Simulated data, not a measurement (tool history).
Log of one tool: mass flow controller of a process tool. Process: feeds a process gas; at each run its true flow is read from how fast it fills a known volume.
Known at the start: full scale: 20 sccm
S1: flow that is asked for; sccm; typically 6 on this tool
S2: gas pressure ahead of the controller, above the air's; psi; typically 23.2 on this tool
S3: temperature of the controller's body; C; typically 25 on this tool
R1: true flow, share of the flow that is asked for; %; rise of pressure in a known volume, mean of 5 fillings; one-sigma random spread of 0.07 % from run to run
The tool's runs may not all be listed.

Run 1, day 0.000: usual settings. Result: R1 97.05 %.
Run 2, day 4.788: usual settings. Result: R1 97.02 %.
Run 3, day 12.125: usual settings. Result: R1 96.92 %.
Run 4, day 17.750: usual settings but S3 39 C. Result: R1 98.04 %.
Run 5, day 21.329: usual settings but S3 39 C. Result: R1 97.99 %.
Run 6, day 29.104: usual settings but S3 39 C. Result: R1 97.92 %.
Run 7, day 34.225: usual settings. Result: R1 96.55 %.
Run 8, day 39.004: usual settings. Result: R1 96.58 %.
Run 9, day 46.775: usual settings. Result: R1 96.43 %.
Run 10, day 55.042: usual settings but S2 26.4 psi. Result: R1 96.19 %.
Run 11, day 63.383: usual settings. Result: R1 96.33 %.
Run 12, day 67.408: usual settings. Result: R1 96.16 %.
Run 13, day 73.550: usual settings but S2 32.2 psi. Result: R1 95.74 %.
Run 14, day 81.904: usual settings. Result: R1 96.04 %.
Run 15, day 88.033: usual settings. Result: R1 95.98 %.
Run 16, day 93.129: usual settings. Result: R1 96.02 %.
Run 17, day 98.625: usual settings. Result: R1 95.78 %.
Run 18, day 104.667: usual settings. Result: R1 95.78 %.
Run 19, day 108.562: usual settings. Result: R1 95.66 %.
Run 20, day 113.258: usual settings. Result: R1 95.56 %.
Run 21, day 119.717: usual settings. Result: R1 95.54 %.
Run 22, day 125.242: usual settings. Result: R1 95.52 %.
Run 23, day 131.904: usual settings. Result: R1 95.39 %.
Run 24, day 135.325: usual settings. Result: R1 95.49 %.
Run 25, day 140.038: usual settings. Result: R1 95.19 %.
Run 26, day 145.050: usual settings but S1 4 sccm, S2 30.6 psi, S3 30 C. Result: R1 94.16 %.
Run 27, day 150.175: usual settings but S2 28.9 psi, S3 29 C. Result: R1 95.39 %.
Run 28, day 155.258: usual settings but S1 10 sccm, S2 28.6 psi, S3 24 C. Result: R1 96.13 %.
Run 29, day 162.771: usual settings but S2 25.8 psi, S3 39 C. Result: R1 96.12 %.
Run 30, day 166.392: usual settings but S2 25.8 psi, S3 39 C. Result: R1 96.13 %.
Run 31, day 173.858: usual settings but S1 4 sccm, S2 24.5 psi, S3 38 C. Result: R1 94.72 %.
Run 32, day 179.871: usual settings but S1 4 sccm, S2 24.5 psi, S3 38 C. Result: R1 94.70 %.
Run 33, day 187.404: usual settings but S1 3 sccm, S2 34.2 psi, S3 21 C. Result: R1 91.39 %.
At day 187.958: controller's zero set anew.
Run 34, day 192.675: usual settings but S3 30 C. Result: R1 97.39 %.
Run 35, day 197.158: usual settings but S1 5 sccm, S3 33 C. Result: R1 97.34 %.

Estimate the outcome of run 36 from the log above:
Run 36, day 202.354: usual settings but S1 5 sccm, S3 33 C. Result: R1 ?.

{"run 36": {"R1": 97.36}}
Had the tool carried no hidden state, the very same run would have given R1 99.16 %.

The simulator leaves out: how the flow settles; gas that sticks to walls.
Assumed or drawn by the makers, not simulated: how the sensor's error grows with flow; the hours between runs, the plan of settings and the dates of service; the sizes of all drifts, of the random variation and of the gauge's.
